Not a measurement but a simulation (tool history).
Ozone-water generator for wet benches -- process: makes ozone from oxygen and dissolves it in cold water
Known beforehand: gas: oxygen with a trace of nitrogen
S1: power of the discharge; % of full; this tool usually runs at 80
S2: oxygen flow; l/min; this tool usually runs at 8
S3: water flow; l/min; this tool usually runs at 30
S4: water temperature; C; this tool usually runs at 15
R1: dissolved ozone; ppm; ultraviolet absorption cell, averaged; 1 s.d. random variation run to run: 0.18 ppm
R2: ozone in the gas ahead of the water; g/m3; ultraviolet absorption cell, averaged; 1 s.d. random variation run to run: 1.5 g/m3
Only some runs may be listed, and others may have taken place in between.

| run | day | S1 | S2 | S3 | S4 | R1 | R2 |
|---|---|---|---|---|---|---|---|
| 1 | 0 | 80 | 8 | 30 | 15 | 24.1 | 279 |
| 2 | 3.358 | 80 | 8 | 30 | 15 | 24.2 | 274.4 |
|  | 6.229 | water thermometer calibrated |
| 3 | 9.229 | 80 | 8 | 30 | 15 | 24.4 | 275.6 |
| 4 | 14.55 | 80 | 8 | 30 | 15 | 24.5 | 277.2 |
| 5 | 20.238 | 80 | 8 | 35 | 15 | 21.3 | 275.2 |
| 6 | 22.767 | 80 | 8 | 35 | 15 | 21.4 | 273.9 |
| 7 | 26.354 | 86 | 8 | 30 | 15 | 25.5 | 289.8 |
| 8 | 29.279 | 46 | 9.56 | 26 | 14 | 18.7 | 172.4 |
| 9 | 31.779 | 46 | 9.56 | 38 | 12 | 14.4 | 172.4 |
| 10 | 34.55 | 80 | 9.71 | 37 | 15 | 21.4 | 258.3 |
| 11 | 39.667 | 47 | 10.51 | 37 | 15 | 14.5 | 169 |

Here are 4 independent what-if runs from the current tool condition. What would each one return?
| A | 44.3 | 54 | 8 | 30 | 15 | ? | ? |
| B | 44.3 | 47 | 10.51 | 20 | 15 | ? | ? |
| C | 44.3 | 80 | 8 | 31 | 15 | ? | ? |
| D | 44.3 | 80 | 8 | 30 | 7 | ? | ? |

| run | R1 | R2 |
|---|---|---|
| A | 17.9 | 205.3 |
| B | 21.9 | 168.7 |
| C | 23.2 | 276.4 |
| D | 26.6 | 275.6 |
Without the tool's hidden state the same runs would have given:
| run | R1 | R2 |
|---|---|---|
| A | 18.8 | 209.2 |
| B | 22.9 | 171.4 |
| C | 24.6 | 283.6 |
| D | 28.2 | 282.7 |

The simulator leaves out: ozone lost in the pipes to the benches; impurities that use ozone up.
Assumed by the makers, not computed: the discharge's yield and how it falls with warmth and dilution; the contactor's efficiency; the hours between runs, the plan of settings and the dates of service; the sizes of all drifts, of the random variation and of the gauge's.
